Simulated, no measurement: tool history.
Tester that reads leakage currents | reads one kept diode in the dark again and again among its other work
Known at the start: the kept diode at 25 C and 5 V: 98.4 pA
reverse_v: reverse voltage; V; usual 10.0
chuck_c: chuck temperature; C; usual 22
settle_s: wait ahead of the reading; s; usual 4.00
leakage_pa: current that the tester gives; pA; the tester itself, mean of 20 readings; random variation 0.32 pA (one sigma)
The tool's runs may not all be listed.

run,day,reverse_v,chuck_c,settle_s,leakage_pa
1,0.000,10.0,22,4.00,108.29
2,5.604,10.0,22,4.00,108.29
3,9.288,10.0,22,4.00,108.93
4,13.646,10.0,22,4.00,108.16
5,16.812,10.0,48,4.00,674.35
6,22.488,10.0,48,4.00,669.38
7,28.029,8.6,22,4.00,101.43
8,32.746,8.6,22,4.00,100.28
9,38.062,8.6,22,4.00,101.36
10,41.358,10.0,22,4.00,107.88
11,46.738,10.0,22,9.58,107.46
12,52.158,10.0,30,4.00,190.84
13,55.812,10.0,39,4.00,354.18
14,58.367,10.0,39,4.00,356.32
15,64.433,10.0,39,4.00,354.58
16,69.592,10.0,22,4.00,108.26
17,74.617,10.0,22,2.01,108.00
18,78.396,10.0,22,2.01,108.61
19,82.921,10.0,22,2.01,108.66
20,88.246,10.0,22,2.01,108.26
21,92.421,3.3,22,5.88,63.12
22,97.258,3.3,22,5.88,57.70
23,100.488,14.6,22,4.00,121.63
24,103.829,2.5,53,4.00,449.39
25,109.079,2.5,53,4.00,445.35
26,113.467,2.5,53,4.00,445.83
27,118.012,2.5,36,4.00,136.91
28,121.629,1.5,22,1.63,50.43
29,124.858,8.5,22,0.94,114.96
30,128.008,2.4,46,9.96,334.99
31,133.971,2.4,48,3.41,377.84
32,139.729,2.3,21,1.02,51.67
33,142.825,2.3,21,1.02,51.43
34,145.546,2.9,26,4.00,83.74
35,149.767,2.9,26,4.00,83.53
36,154.617,2.9,26,4.00,82.62
37,159.233,2.9,26,4.00,82.84
38,162.408,2.9,26,4.00,83.11
39,166.708,2.9,26,4.00,81.80

Not shown: 3 entries that the log had between the listed runs. Between which runs, and how does the tool's hidden state differ before and after?
Between runs 21 and 22: chuck's temperature calibrated (day 92.788)
  stray current of the dirty probe card, pA a volt: 1.712 -> 1.762; current scale over the true one, %: 0.48 -> 0.49; true chuck temperature over the reading, C: -1.76 -> -3
  measured less the result without the state, leakage_pa: -2.69 -> -7.95 pA
Between runs 27 and 28: chuck's temperature calibrated, once more (day 119.050)
  stray current of the dirty probe card, pA a volt: 1.972 -> 2.003; true chuck temperature over the reading, C: -3.31 -> -0.01
  measured less the result without the state, leakage_pa: -30.40 -> +3.19 pA
Between runs 29 and 30: probe card cleaned and baked (day 127.558)
  stray current of the dirty probe card, pA a volt: 2.034 -> 0.026; true chuck temperature over the reading, C: -0.06 -> -0.11
  measured less the result without the state, leakage_pa: +17.20 -> -0.61 pA
